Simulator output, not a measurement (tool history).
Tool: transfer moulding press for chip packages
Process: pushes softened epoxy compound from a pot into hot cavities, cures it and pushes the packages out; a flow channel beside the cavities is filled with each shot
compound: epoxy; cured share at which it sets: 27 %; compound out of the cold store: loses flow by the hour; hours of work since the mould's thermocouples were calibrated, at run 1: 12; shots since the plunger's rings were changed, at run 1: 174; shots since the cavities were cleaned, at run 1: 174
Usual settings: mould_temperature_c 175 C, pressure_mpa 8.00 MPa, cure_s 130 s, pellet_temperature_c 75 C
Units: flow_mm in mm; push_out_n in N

run,hour,mould_temperature_c,pressure_mpa,cure_s,pellet_temperature_c,hours of work since the mould's thermocouples were calibrated,shots since the plunger's rings were changed,shots since the cavities were cleaned,incoming compound's hours out of the cold store,flow_mm,push_out_n
1,0.0,175,8.00,130,75,12,174,174,33.5,719,490
2,50.7,175,8.00,130,75,45,675,675,46.2,675,647
# hour 76.1: cavities cleaned with cleaning compound and waxed
3,76.8,175,8.00,130,75,61,918,7,24.8,747,384
4,113.8,175,8.00,130,75,85,1284,373,23.3,750,574
5,160.2,175,8.00,130,75,116,1742,831,24.3,743,770
# hour 168.4: cavities cleaned with cleaning compound and waxed
6,188.8,175,8.00,130,75,133,2009,201,11.0,788,523
7,219.9,181,8.00,130,75,154,2317,509,38.8,676,508
8,256.7,175,6.63,130,75,178,2681,873,29.6,656,788
# hour 262.2: cavities cleaned with cleaning compound and waxed
# hour 291.7: plunger's sealing rings changed
9,312.2,175,8.00,130,75,212,202,468,37.4,709,652
10,337.1,175,8.00,130,75,228,449,715,34.9,715,713
# hour 356.8: cavities cleaned with cleaning compound and waxed
11,383.1,175,8.00,130,75,257,888,259,47.9,672,521
12,406.9,175,8.00,130,75,273,1124,495,18.6,769,644
# hour 450.8: cavities cleaned with cleaning compound and waxed
13,461.0,175,8.00,130,75,307,1643,101,18.1,766,494
14,486.5,175,8.00,130,75,324,1895,353,27.0,734,598
15,539.3,175,8.00,130,73,358,2417,875,16.5,767,786
# hour 545.3: cavities cleaned with cleaning compound and waxed
16,585.7,175,8.00,130,73,388,2861,400,42.8,676,626
# hour 601.6: plunger's sealing rings changed
17,629.1,175,8.00,130,73,415,272,804,37.5,708,748
# hour 640.6: cavities cleaned with cleaning compound and waxed
18,668.1,175,8.20,121,75,439,643,272,32.7,733,641
19,722.4,174,7.50,124,75,475,1179,808,44.7,664,874
# hour 735.1: cavities cleaned with cleaning compound and waxed
20,766.4,174,7.50,124,75,503,1599,309,43.9,663,674
# hour 773.4: mould's thermocouples calibrated
21,818.6,180,7.75,130,75,30,2095,805,27.7,708,583
# hour 829.4: cavities cleaned with cleaning compound and waxed
22,868.4,180,7.75,130,75,61,2573,386,29.1,698,486
# hour 912.2: plunger's sealing rings changed
23,912.2,169,6.65,130,75,88,0,793,21.3,710,1153
# hour 925.5: cavities cleaned with cleaning compound and waxed
24,951.0,169,6.65,130,75,113,369,251,24.6,697,837
25,993.9,172,8.41,130,83,141,793,675,19.1,793,876
# hour 1017.6: cavities cleaned with cleaning compound and waxed
26,1037.4,172,8.41,130,83,168,1208,195,44.6,702,584
27,1081.2,182,8.41,145,83,197,1641,628,34.3,713,504

What does the tool deliver on the next run?
# hour 1109.1: cavities cleaned with cleaning compound and waxed
28,1111.2,171,8.06,130,75,216,1923,21,24.3,?,?

{"run 28": {"flow_mm": 754, "push_out_n": 516}}
On a tool with no hidden condition, and with the same random variation, this run would have come out at flow_mm 766 mm, push_out_n 477 N.

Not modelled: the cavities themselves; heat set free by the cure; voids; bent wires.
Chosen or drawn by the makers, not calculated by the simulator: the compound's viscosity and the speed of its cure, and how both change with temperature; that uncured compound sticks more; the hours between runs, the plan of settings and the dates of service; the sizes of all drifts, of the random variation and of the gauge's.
